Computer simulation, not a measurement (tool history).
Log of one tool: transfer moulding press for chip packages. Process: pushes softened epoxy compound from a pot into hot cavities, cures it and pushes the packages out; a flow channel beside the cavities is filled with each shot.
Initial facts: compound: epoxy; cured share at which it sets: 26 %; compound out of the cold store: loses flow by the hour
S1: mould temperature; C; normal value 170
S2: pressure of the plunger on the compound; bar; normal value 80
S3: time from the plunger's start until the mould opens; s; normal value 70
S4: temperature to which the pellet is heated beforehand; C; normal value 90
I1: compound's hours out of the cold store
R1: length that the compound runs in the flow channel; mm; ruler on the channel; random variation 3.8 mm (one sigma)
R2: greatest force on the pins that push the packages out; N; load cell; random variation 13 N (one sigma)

Run 1, hour 0: usual settings; I1 18.9. Result: R1 723 mm, R2 854 N.
Run 2, hour 75.3: usual settings; I1 8. Result: R1 809 mm, R2 792 N.
Run 3, hour 148.7: usual settings; I1 27.2. Result: R1 728 mm, R2 678 N.
Run 4, hour 226.1: usual settings; I1 31. Result: R1 712 mm, R2 637 N.
Run 5, hour 311.4: usual settings; I1 18.8. Result: R1 739 mm, R2 705 N.
Run 6, hour 394.7: usual settings; I1 39.3. Result: R1 656 mm, R2 694 N.
Run 7, hour 477: usual settings but S2 72.4 bar; I1 45.1. Result: R1 606 mm, R2 682 N.
Run 8, hour 548.2: usual settings but S2 90 bar; I1 26.2. Result: R1 791 mm, R2 685 N.
Run 9, hour 590.5: usual settings; I1 28.3. Result: R1 732 mm, R2 674 N.
Run 10, hour 645.1: usual settings; I1 10.6. Result: R1 784 mm, R2 889 N.
Run 11, hour 708.4: usual settings; I1 32.7. Result: R1 706 mm, R2 642 N.
Run 12, hour 764.7: usual settings; I1 29.5. Result: R1 703 mm, R2 837 N.
Run 13, hour 806.7: usual settings but S3 61 s; I1 37.4. Result: R1 666 mm, R2 1157 N.
Run 14, hour 855.6: usual settings but S2 91.7 bar, S4 92 C; I1 39.5. Result: R1 713 mm, R2 886 N.
Run 15, hour 934.7: usual settings but S1 162 C, S2 85.9 bar, S3 108 s, S4 98 C; I1 24.8. Result: R1 737 mm, R2 597 N.
Run 16, hour 1024.2: usual settings but S1 167 C, S2 81.6 bar; I1 26.8. Result: R1 751 mm, R2 1150 N.
Run 17, hour 1112.5: usual settings but S1 167 C, S2 81.6 bar, S3 54 s, S4 89 C; I1 42.7. Result: R1 679 mm, R2 1397 N.
Run 18, hour 1158.8: usual settings but S1 167 C, S2 95.2 bar, S3 88 s, S4 89 C; I1 21.1. Result: R1 810 mm, R2 528 N.
Run 19, hour 1213.2: usual settings but S1 167 C, S2 95.2 bar, S3 88 s, S4 89 C; I1 46.6. Result: R1 714 mm, R2 587 N.
Run 20, hour 1290.2: usual settings but S2 73.4 bar, S3 56 s; I1 17.2. Result: R1 696 mm, R2 1569 N.
Run 21, hour 1333.3: usual settings but S1 165 C, S2 79.1 bar; I1 23.7. Result: R1 710 mm, R2 1242 N.
Run 22, hour 1385.6: usual settings but S1 165 C, S2 79.1 bar; I1 23.3. Result: R1 702 mm, R2 936 N.
Run 23, hour 1462.8: usual settings but S1 165 C, S2 77.2 bar, S3 108 s; I1 9.8. Result: R1 802 mm, R2 527 N.
Run 24, hour 1510.1: usual settings but S1 168 C, S2 77.2 bar, S3 91 s; I1 46.2. Result: R1 664 mm, R2 384 N.
Run 25, hour 1593.1: usual settings but S1 164 C, S3 107 s, S4 84 C; I1 41.2. Result: R1 692 mm, R2 410 N.

Not shown here: 45 entries made in the log between runs. Locate each between two listed runs and compare the hidden state at the listed run before it with the hidden state at the listed run after it:
From run 1 to run 2: cavities cleaned with cleaning compound and waxed (hour 21.9); plunger's sealing rings changed (hour 65.3); cavities cleaned with cleaning compound and waxed (hour 66.8)
  true mould temperature over the reading, C: 0.77 -> 0.86; pressure that reaches the compound, % of what is set: 85.86 -> 99.63; grip of the stained cavities, % over clean ones': 29.2 -> 15.5
  measured value less the no-hidden-state value, R1: -60 -> -5 mm; R2: +149 -> +56 N
From run 2 to run 3: cavities cleaned with cleaning compound and waxed (hour 105.1); cavities cleaned with cleaning compound and waxed (hour 144.5)
  true mould temperature over the reading, C: 0.86 -> 0.95; pressure that reaches the compound, % of what is set: 99.63 -> 97.16; grip of the stained cavities, % over clean ones': 15.5 -> 12.3
  measured value less the no-hidden-state value, R1: -5 -> -14 mm; R2: +56 -> +27 N
From run 3 to run 4: cavities cleaned with cleaning compound and waxed (hour 185.3); cavities cleaned with cleaning compound and waxed (hour 223.1)
  true mould temperature over the reading, C: 0.95 -> 1.03; pressure that reaches the compound, % of what is set: 97.16 -> 94.67; grip of the stained cavities, % over clean ones': 12.3 -> 6.9
  measured value less the no-hidden-state value, R1: -14 -> -23 mm; R2: +27 -> -9 N
From run 4 to run 5: cavities cleaned with cleaning compound and waxed (hour 263.2); cavities cleaned with cleaning compound and waxed (hour 305.9)
  true mould temperature over the reading, C: 1.03 -> 1.13; pressure that reaches the compound, % of what is set: 94.67 -> 91.71; grip of the stained cavities, % over clean ones': 6.9 -> 11.6
  measured value less the no-hidden-state value, R1: -23 -> -36 mm; R2: -9 -> +12 N
From run 5 to run 6: cavities cleaned with cleaning compound and waxed, once more (hour 344.5); cavities cleaned with cleaning compound and waxed (hour 384.1)
  true mould temperature over the reading, C: 1.13 -> 1.22; pressure that reaches the compound, % of what is set: 91.71 -> 88.77; grip of the stained cavities, % over clean ones': 11.6 -> 18
  measured value less the no-hidden-state value, R1: -36 -> -44 mm; R2: +12 -> +47 N
From run 6 to run 7: cavities cleaned with cleaning compound and waxed (hour 421.9); cavities cleaned with cleaning compound and waxed (hour 463.8)
  true mould temperature over the reading, C: 1.22 -> 1.32; pressure that reaches the compound, % of what is set: 88.77 -> 85.95; grip of the stained cavities, % over clean ones': 18 -> 22.1
  measured value less the no-hidden-state value, R1: -44 -> -51 mm; R2: +47 -> +63 N
From run 7 to run 8: cavities cleaned with cleaning compound and waxed (hour 504.1); mould's thermocouples calibrated (hour 511.2); plunger's sealing rings changed (hour 513.7); cavities cleaned with cleaning compound and waxed (hour 548.2)
  true mould temperature over the reading, C: 1.32 -> 0.13; pressure that reaches the compound, % of what is set: 85.95 -> 98.43; grip of the stained cavities, % over clean ones': 22.1 -> 0.7
  measured value less the no-hidden-state value, R1: -51 -> -7 mm; R2: +63 -> -2 N
From run 8 to run 9: cavities cleaned with cleaning compound and waxed (hour 588.9)
  true mould temperature over the reading, C: 0.13 -> 0.18; pressure that reaches the compound, % of what is set: 98.43 -> 96.71; grip of the stained cavities, % over clean ones': 0.7 -> 3.4
  measured value less the no-hidden-state value, R1: -7 -> -13 mm; R2: -2 -> +13 N
From run 9 to run 10: cavities cleaned with cleaning compound and waxed (hour 626.6)
  true mould temperature over the reading, C: 0.18 -> 0.24; pressure that reaches the compound, % of what is set: 96.71 -> 94.79; grip of the stained cavities, % over clean ones': 3.4 -> 27.8
  measured value less the no-hidden-state value, R1: -13 -> -22 mm; R2: +13 -> +180 N
From run 10 to run 11: cavities cleaned with cleaning compound and waxed (hour 667.1); cavities cleaned with cleaning compound and waxed (hour 706.8)
  true mould temperature over the reading, C: 0.24 -> 0.31; pressure that reaches the compound, % of what is set: 94.79 -> 92.51; grip of the stained cavities, % over clean ones': 27.8 -> 5.2
  measured value less the no-hidden-state value, R1: -22 -> -29 mm; R2: +180 -> +17 N
From run 11 to run 12: cavities cleaned with cleaning compound and waxed (hour 747.1)
  true mould temperature over the reading, C: 0.31 -> 0.38; pressure that reaches the compound, % of what is set: 92.51 -> 90.57; grip of the stained cavities, % over clean ones': 5.2 -> 27.5
  measured value less the no-hidden-state value, R1: -29 -> -37 mm; R2: +17 -> +160 N
From run 12 to run 13: cavities cleaned with cleaning compound and waxed (hour 785.1)
  true mould temperature over the reading, C: 0.38 -> 0.43; pressure that reaches the compound, % of what is set: 90.57 -> 89.22; grip of the stained cavities, % over clean ones': 27.5 -> 31
  measured value less the no-hidden-state value, R1: -37 -> -40 mm; R2: +160 -> +247 N
From run 13 to run 14: cavities cleaned with cleaning compound and waxed (hour 823.5)
  true mould temperature over the reading, C: 0.43 -> 0.48; pressure that reaches the compound, % of what is set: 89.22 -> 87.4; grip of the stained cavities, % over clean ones': 31 -> 42.8
  measured value less the no-hidden-state value, R1: -40 -> -51 mm; R2: +247 -> +243 N
From run 14 to run 15: cavities cleaned with cleaning compound and waxed (hour 864.5); cavities cleaned with cleaning compound and waxed (hour 905.4)
  true mould temperature over the reading, C: 0.48 -> 0.57; pressure that reaches the compound, % of what is set: 87.4 -> 84.69; grip of the stained cavities, % over clean ones': 42.8 -> 40.8
  measured value less the no-hidden-state value, R1: -51 -> -66 mm; R2: +243 -> +156 N
From run 15 to run 16: cavities cleaned with cleaning compound and waxed (hour 946.9); plunger's sealing rings changed (hour 959.8); cavities cleaned with cleaning compound and waxed (hour 989.7)
  true mould temperature over the reading, C: 0.57 -> 0.66; pressure that reaches the compound, % of what is set: 84.69 -> 96.7; grip of the stained cavities, % over clean ones': 40.8 -> 44.7
  measured value less the no-hidden-state value, R1: -66 -> -16 mm; R2: +156 -> +314 N
From run 16 to run 17: cavities cleaned with cleaning compound and waxed (hour 1032.3); cavities cleaned with cleaning compound and waxed (hour 1072.7); cavities cleaned with cleaning compound and waxed (hour 1112.5)
  true mould temperature over the reading, C: 0.66 -> 0.77; pressure that reaches the compound, % of what is set: 96.7 -> 93.62; grip of the stained cavities, % over clean ones': 44.7 -> 1.3
  measured value less the no-hidden-state value, R1: -16 -> -25 mm; R2: +314 -> -24 N
From run 17 to run 18: cavities cleaned with cleaning compound and waxed (hour 1150.5)
  true mould temperature over the reading, C: 0.77 -> 0.82; pressure that reaches the compound, % of what is set: 93.62 -> 91.9; grip of the stained cavities, % over clean ones': 1.3 -> 17.5
  measured value less the no-hidden-state value, R1: -25 -> -38 mm; R2: -24 -> +54 N
From run 18 to run 19: cavities cleaned with cleaning compound and waxed (hour 1191.7)
  true mould temperature over the reading, C: 0.82 -> 0.88; pressure that reaches the compound, % of what is set: 91.9 -> 89.99; grip of the stained cavities, % over clean ones': 17.5 -> 31.3
  measured value less the no-hidden-state value, R1: -38 -> -41 mm; R2: +54 -> +115 N
From run 19 to run 20: cavities cleaned with cleaning compound and waxed (hour 1230.7); cavities cleaned with cleaning compound and waxed (hour 1269.1)
  true mould temperature over the reading, C: 0.88 -> 0.97; pressure that reaches the compound, % of what is set: 89.99 -> 87.2; grip of the stained cavities, % over clean ones': 31.3 -> 32.7
  measured value less the no-hidden-state value, R1: -41 -> -52 mm; R2: +115 -> +321 N
From run 20 to run 21: cavities cleaned with cleaning compound and waxed (hour 1307.3)
  true mould temperature over the reading, C: 0.97 -> 1.02; pressure that reaches the compound, % of what is set: 87.2 -> 85.56; grip of the stained cavities, % over clean ones': 32.7 -> 38.2
  measured value less the no-hidden-state value, R1: -52 -> -61 mm; R2: +321 -> +277 N
From run 21 to run 22: cavities cleaned with cleaning compound and waxed (hour 1345.1); cavities cleaned with cleaning compound and waxed (hour 1385.6)
  true mould temperature over the reading, C: 1.02 -> 1.07; pressure that reaches the compound, % of what is set: 85.56 -> 83.63; grip of the stained cavities, % over clean ones': 38.2 -> 2
  measured value less the no-hidden-state value, R1: -61 -> -70 mm; R2: +277 -> -55 N
From run 22 to run 23: plunger's sealing rings changed (hour 1405.9); cavities cleaned with cleaning compound and waxed (hour 1431.9)
  true mould temperature over the reading, C: 1.07 -> 1.16; pressure that reaches the compound, % of what is set: 83.63 -> 97.86; grip of the stained cavities, % over clean ones': 2 -> 43
  measured value less the no-hidden-state value, R1: -70 -> -14 mm; R2: -55 -> +139 N
From run 23 to run 24: cavities cleaned with cleaning compound and waxed (hour 1470.8); cavities cleaned with cleaning compound and waxed (hour 1510.1)
  true mould temperature over the reading, C: 1.16 -> 1.22; pressure that reaches the compound, % of what is set: 97.86 -> 96.28; grip of the stained cavities, % over clean ones': 43 -> 0.6
  measured value less the no-hidden-state value, R1: -14 -> -16 mm; R2: +139 -> -20 N
From run 24 to run 25: cavities cleaned with cleaning compound and waxed (hour 1548.7); cavities cleaned with cleaning compound and waxed (hour 1591.2)
  true mould temperature over the reading, C: 1.22 -> 1.32; pressure that reaches the compound, % of what is set: 96.28 -> 93.32; grip of the stained cavities, % over clean ones': 0.6 -> 6.9
  measured value less the no-hidden-state value, R1: -16 -> -28 mm; R2: -20 -> +3 N
